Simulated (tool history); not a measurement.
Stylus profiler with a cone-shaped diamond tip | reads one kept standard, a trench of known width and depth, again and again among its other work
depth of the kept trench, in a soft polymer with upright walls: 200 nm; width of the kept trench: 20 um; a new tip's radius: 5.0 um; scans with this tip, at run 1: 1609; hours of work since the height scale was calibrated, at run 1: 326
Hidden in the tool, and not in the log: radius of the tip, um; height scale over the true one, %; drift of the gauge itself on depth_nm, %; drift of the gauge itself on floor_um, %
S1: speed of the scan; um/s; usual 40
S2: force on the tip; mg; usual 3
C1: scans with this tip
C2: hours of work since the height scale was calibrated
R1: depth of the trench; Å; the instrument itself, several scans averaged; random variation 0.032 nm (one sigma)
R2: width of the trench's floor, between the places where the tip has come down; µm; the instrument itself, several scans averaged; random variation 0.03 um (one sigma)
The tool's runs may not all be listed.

run,day,S1,S2,C1,C2,R1,R2
1,0,40,3,1609,326,2013,16.96
2,2.792,40,3,1768,359,2013.2,16.97
3,6.325,40,3,1970,400,2012.8,16.95
4,9.012,40,3,2123,431,2013,16.93
5,13.125,40,3,2358,478,2013.2,17
6,17.725,16,3,2621,532,2013,17.08
7,21.817,16,4.4,2854,579,2016.8,17.09
8,25.942,40,1.46,3090,627,2008.1,16.87
9,28.221,40,1.46,3220,653,2008.2,16.87
10,30.483,40,1.46,3349,679,2008.1,16.85
11,33.088,34,3.15,3498,709,2013.7,17.06
12,36.038,54,4.74,3667,744,2017.6,16.93
13,40.7,54,5.56,3933,798,2019.6,16.94
14,44.871,31,4.2,4171,846,2016.1,17.08
15,47.262,114,1.69,4308,874,2009,16.32
16,51.05,114,1.69,4524,917,2009.3,16.33
17,54.296,114,1.69,4709,955,2008.3,16.31
18,56.958,114,1.69,4861,986,2009,16.35
19,59.621,114,1.69,5014,1017,2009.5,16.32
20,63.233,114,1.69,5220,1059,2008.3,16.29

Forecast each of these 4 alternatives for the next run:
A,67.525,33,1.35,5465,1108,?,?
B,67.525,40,4.86,5465,1108,?,?
C,67.525,32,8.15,5465,1108,?,?
D,67.525,114,1.65,5465,1108,?,?

run,R1,R2
A,2007.4,16.88
B,2017.8,17.08
C,2025.7,17.04
D,2008.3,16.36
Without the tool's hidden state the same runs would have given:
run,R1,R2
A,2007.4,16.89
B,2017.9,17.09
C,2025.8,17.04
D,2008.4,16.36
